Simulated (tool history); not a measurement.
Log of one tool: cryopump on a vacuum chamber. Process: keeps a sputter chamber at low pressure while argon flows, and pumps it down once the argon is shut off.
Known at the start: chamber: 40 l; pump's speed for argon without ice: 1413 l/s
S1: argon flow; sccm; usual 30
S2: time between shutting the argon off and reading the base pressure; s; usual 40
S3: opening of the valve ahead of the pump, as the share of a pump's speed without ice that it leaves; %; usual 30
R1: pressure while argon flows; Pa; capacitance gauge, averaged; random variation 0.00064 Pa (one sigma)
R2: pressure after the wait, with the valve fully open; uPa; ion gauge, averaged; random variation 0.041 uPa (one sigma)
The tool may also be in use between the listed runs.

| run | hour | S1 | S2 | S3 | R1 | R2 |
|---|---|---|---|---|---|---|
| 1 | 0.0 | 30 | 40 | 30 | 0.1238 | 4.77 |
| 2 | 18.6 | 30 | 40 | 30 | 0.1228 | 4.92 |
| 3 | 40.0 | 30 | 88 | 30 | 0.1249 | 3.78 |
| 4 | 64.5 | 21 | 40 | 30 | 0.0866 | 4.92 |
| 5 | 85.4 | 30 | 40 | 25 | 0.1484 | 4.89 |
| 6 | 106.8 | 30 | 40 | 25 | 0.1491 | 5.02 |
| 7 | 142.0 | 30 | 40 | 30 | 0.1249 | 4.96 |
| 8 | 164.5 | 30 | 40 | 30 | 0.1246 | 5.03 |
| 9 | 180.0 | 30 | 40 | 30 | 0.1253 | 5.07 |
| 10 | 196.8 | 30 | 28 | 30 | 0.1259 | 6.06 |
| 11 | 216.7 | 30 | 40 | 30 | 0.1259 | 5.18 |
| 12 | 239.7 | 59 | 40 | 30 | 0.2470 | 5.11 |
| 13 | 267.4 | 30 | 294 | 30 | 0.1264 | 3.32 |
| 14 | 295.2 | 15 | 214 | 21 | 0.0885 | 3.51 |
| 15 | 313.6 | 15 | 214 | 32 | 0.0601 | 3.49 |
| 16 | 339.0 | 50 | 259 | 30 | 0.2092 | 3.35 |
| 17 | 354.2 | 28 | 77 | 36 | 0.0993 | 4.11 |
| 18 | 385.9 | 12 | 26 | 24 | 0.0618 | 6.56 |
| 19 | 418.6 | 30 | 40 | 53 | 0.0740 | 5.52 |
| 20 | 434.3 | 30 | 21 | 16 | 0.2314 | 7.37 |
| 21 | 451.0 | 48 | 43 | 31 | 0.1974 | 5.20 |
| 22 | 475.6 | 48 | 43 | 31 | 0.1970 | 5.39 |
| 23 | 502.9 | 30 | 45 | 30 | 0.1256 | 5.17 |
| 24 | 530.5 | 30 | 45 | 30 | 0.1274 | 5.11 |
| 25 | 548.0 | 41 | 70 | 41 | 0.1302 | 4.60 |
|  | 559.3 | pump warmed up, emptied and cooled again |
| 26 | 581.4 | 41 | 70 | 41 | 0.1203 | 4.14 |

Measured less the same run without the tool's hidden state. The same run-to-run variation is in both; the gauge's scatter may not be:
The hidden state here: pump's speed, % of a pump's without ice; cold plate's temperature, K; leak into the chamber, uPa l/s; drift of the gauge itself on working_pa, %; drift of the gauge itself on base_upa, %.
| run | R1 | R2 |
|---|---|---|
| 1 | +0.0045 | +2.45 |
| 2 | +0.0046 | +2.51 |
| 3 | +0.0048 | +2.57 |
| 4 | +0.0034 | +2.53 |
| 5 | +0.0050 | +2.56 |
| 6 | +0.0052 | +2.63 |
| 7 | +0.0053 | +2.61 |
| 8 | +0.0054 | +2.66 |
| 9 | +0.0055 | +2.66 |
| 10 | +0.0056 | +2.72 |
| 11 | +0.0057 | +2.77 |
| 12 | +0.0115 | +2.74 |
| 13 | +0.0060 | +2.81 |
| 14 | +0.0031 | +2.89 |
| 15 | +0.0032 | +2.86 |
| 16 | +0.0106 | +2.83 |
| 17 | +0.0061 | +2.83 |
| 18 | +0.0026 | +2.97 |
| 19 | +0.0068 | +3.06 |
| 20 | +0.0069 | +3.01 |
| 21 | +0.0112 | +2.99 |
| 22 | +0.0114 | +3.12 |
| 23 | +0.0072 | +3.04 |
| 24 | +0.0074 | +3.02 |
| 25 | +0.0103 | +3.13 |
| 26 | +0.0007 | +2.65 |
